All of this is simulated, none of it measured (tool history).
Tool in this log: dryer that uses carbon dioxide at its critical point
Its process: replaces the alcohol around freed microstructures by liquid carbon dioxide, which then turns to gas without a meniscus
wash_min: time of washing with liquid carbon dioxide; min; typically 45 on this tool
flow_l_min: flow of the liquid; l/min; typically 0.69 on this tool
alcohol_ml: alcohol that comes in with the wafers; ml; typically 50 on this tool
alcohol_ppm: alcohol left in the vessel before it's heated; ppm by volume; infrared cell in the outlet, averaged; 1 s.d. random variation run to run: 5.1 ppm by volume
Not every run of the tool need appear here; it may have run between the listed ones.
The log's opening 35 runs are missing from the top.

run    hour  wash_min  flow_l_min  alcohol_ml  alcohol_ppm
 36   836.6        31       0.668         104          894
 37   854.6        47        0.52         100          502
 38   879.7        29       0.511          46         1060
 39     909        41       0.459          21          319
 40     931        53       0.937          50           73
 41   954.8        64       1.157          50           83
 42   976.1        64       1.157          50           76
      992.6  -- purifier's bed changed
 43  1003.1        64       1.157          50            5
 44  1019.4        64        0.58          36           31
 45  1035.7        37       0.525          46          513
 46  1062.5        37       0.525          46          511
 47  1083.4        37       0.509          60          732
 48  1104.9        37       0.509          60          751

Consider 3 possible next runs. They are alternatives, not a sequence: every one starts from the tool as it was left by run 48. What does each give?
  A  1120.2        41       0.628          60            ?
  B  1120.2        45       1.059          50            ?
  C  1120.2        37       0.509          55            ?

run  alcohol_ppm
  A          255
  B           25
  C          670
Without the tool's hidden state the same runs would have given:
run  alcohol_ppm
  A          164
  B           10
  C          491
